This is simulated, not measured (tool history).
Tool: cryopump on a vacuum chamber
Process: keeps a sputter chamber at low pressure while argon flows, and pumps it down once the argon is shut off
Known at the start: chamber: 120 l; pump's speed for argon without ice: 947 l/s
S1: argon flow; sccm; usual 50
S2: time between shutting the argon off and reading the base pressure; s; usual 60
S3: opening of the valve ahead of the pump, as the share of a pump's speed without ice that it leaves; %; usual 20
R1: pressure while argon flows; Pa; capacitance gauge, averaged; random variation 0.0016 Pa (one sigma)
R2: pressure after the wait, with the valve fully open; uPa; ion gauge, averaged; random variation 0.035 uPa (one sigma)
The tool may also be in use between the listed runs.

Run 1, hour 0.0: usual settings. Result: R1 0.4488 Pa, R2 2.65 uPa.
Run 2, hour 17.7: usual settings. Result: R1 0.4499 Pa, R2 2.62 uPa.
Run 3, hour 30.1: usual settings but S3 24 %. Result: R1 0.3750 Pa, R2 2.64 uPa.
Run 4, hour 42.7: usual settings but S3 24 %. Result: R1 0.3763 Pa, R2 2.61 uPa.
Run 5, hour 58.2: usual settings but S3 24 %. Result: R1 0.3770 Pa, R2 2.63 uPa.
Run 6, hour 72.7: usual settings. Result: R1 0.4518 Pa, R2 2.70 uPa.
Run 7, hour 87.2: usual settings but S3 29 %. Result: R1 0.3134 Pa, R2 2.65 uPa.
Run 8, hour 108.2: usual settings but S3 29 %. Result: R1 0.3123 Pa, R2 2.69 uPa.
Run 9, hour 118.4: usual settings but S3 29 %. Result: R1 0.3133 Pa, R2 2.64 uPa.
Run 10, hour 131.7: usual settings but S1 23 sccm, S3 29 %. Result: R1 0.1442 Pa, R2 2.63 uPa.
Run 11, hour 146.6: usual settings but S1 52 sccm. Result: R1 0.4692 Pa, R2 2.61 uPa.
Run 12, hour 157.8: usual settings but S1 52 sccm. Result: R1 0.4723 Pa, R2 2.70 uPa.
Run 13, hour 176.8: usual settings but S1 52 sccm. Result: R1 0.4698 Pa, R2 2.66 uPa.
Run 14, hour 189.7: usual settings but S2 247 s. Result: R1 0.4528 Pa, R2 1.43 uPa.
Run 15, hour 213.0: usual settings. Result: R1 0.4505 Pa, R2 2.62 uPa.
Run 16, hour 227.1: usual settings. Result: R1 0.4545 Pa, R2 2.63 uPa.
Run 17, hour 248.1: usual settings. Result: R1 0.4555 Pa, R2 2.70 uPa.
Run 18, hour 267.1: usual settings. Result: R1 0.4544 Pa, R2 2.70 uPa.
Run 19, hour 285.0: usual settings but S1 34 sccm, S2 61 s, S3 52 %. Result: R1 0.1218 Pa, R2 2.79 uPa.
Run 20, hour 306.8: usual settings but S1 22 sccm, S2 61 s, S3 18 %. Result: R1 0.2210 Pa, R2 2.64 uPa.
Run 21, hour 320.4: usual settings but S1 22 sccm, S2 30 s, S3 17 %. Result: R1 0.2350 Pa, R2 4.24 uPa.
Run 22, hour 335.4: usual settings but S1 30 sccm, S2 58 s, S3 17 %. Result: R1 0.3201 Pa, R2 2.74 uPa.
Run 23, hour 359.1: usual settings but S1 28 sccm, S2 41 s, S3 33 %. Result: R1 0.1547 Pa, R2 3.38 uPa.
Run 24, hour 376.8: usual settings but S1 28 sccm, S2 41 s, S3 33 %. Result: R1 0.1559 Pa, R2 3.41 uPa.
Run 25, hour 387.3: usual settings but S1 23 sccm, S2 76 s. Result: R1 0.2095 Pa, R2 2.41 uPa.
Run 26, hour 401.6: usual settings but S3 42 %. Result: R1 0.2210 Pa, R2 2.67 uPa.
Run 27, hour 412.0: usual settings but S1 56 sccm, S2 92 s, S3 18 %. Result: R1 0.5611 Pa, R2 2.15 uPa.
Run 28, hour 429.4: usual settings but S1 54 sccm, S2 90 s, S3 28 %. Result: R1 0.3541 Pa, R2 2.27 uPa.
Run 29, hour 440.3: usual settings but S1 54 sccm, S2 90 s, S3 28 %. Result: R1 0.3559 Pa, R2 2.19 uPa.
Run 30, hour 461.1: usual settings but S2 53 s, S3 24 %. Result: R1 0.3794 Pa, R2 2.97 uPa.
Run 31, hour 483.8: usual settings but S1 37 sccm, S2 22 s, S3 33 %. Result: R1 0.2066 Pa, R2 5.45 uPa.
Run 32, hour 495.8: usual settings but S1 37 sccm, S2 22 s, S3 33 %. Result: R1 0.2061 Pa, R2 5.47 uPa.
Run 33, hour 516.5: usual settings but S2 283 s, S3 15 %. Result: R1 0.6068 Pa, R2 1.49 uPa.
Run 34, hour 533.7: usual settings but S1 31 sccm, S2 205 s, S3 18 %. Result: R1 0.3139 Pa, R2 1.70 uPa.
Run 35, hour 552.5: usual settings but S1 24 sccm, S2 32 s, S3 29 %. Result: R1 0.1530 Pa, R2 4.05 uPa.

Some steps in R1 between neighbouring runs. How much of each would the tool show without its hidden state too (settings, what came in, random variation), and how much is left for the hidden state, with any gauge scatter that isn't in both results?
The hidden state here: pump's speed, % of a pump's without ice; cold plate's temperature, K; leak into the chamber, uPa l/s; drift of the gauge itself on working_pa, %; drift of the gauge itself on base_upa, %.
Run 10 -> 11: S1 23 -> 52, S3 29 -> 20. R1 +0.3250 Pa: hidden state +0.0031, all else +0.3219.
Run 18 -> 19: S1 50 -> 34, S2 60 -> 61, S3 20 -> 52. R1 -0.3326 Pa: hidden state -0.0020, all else -0.3306.
Run 25 -> 26: S1 23 -> 50, S2 76 -> 60, S3 20 -> 42. R1 +0.0115 Pa: hidden state +0.0044, all else +0.0071.
Run 26 -> 27: S1 50 -> 56, S2 60 -> 92, S3 42 -> 18. R1 +0.3401 Pa: hidden state +0.0012, all else +0.3389.
Run 32 -> 33: S1 37 -> 50, S2 22 -> 283, S3 33 -> 15. R1 +0.4007 Pa: hidden state +0.0028, all else +0.3979.
Run 33 -> 34: S1 50 -> 31, S2 283 -> 205, S3 15 -> 18. R1 -0.2929 Pa: hidden state -0.0036, all else -0.2893.
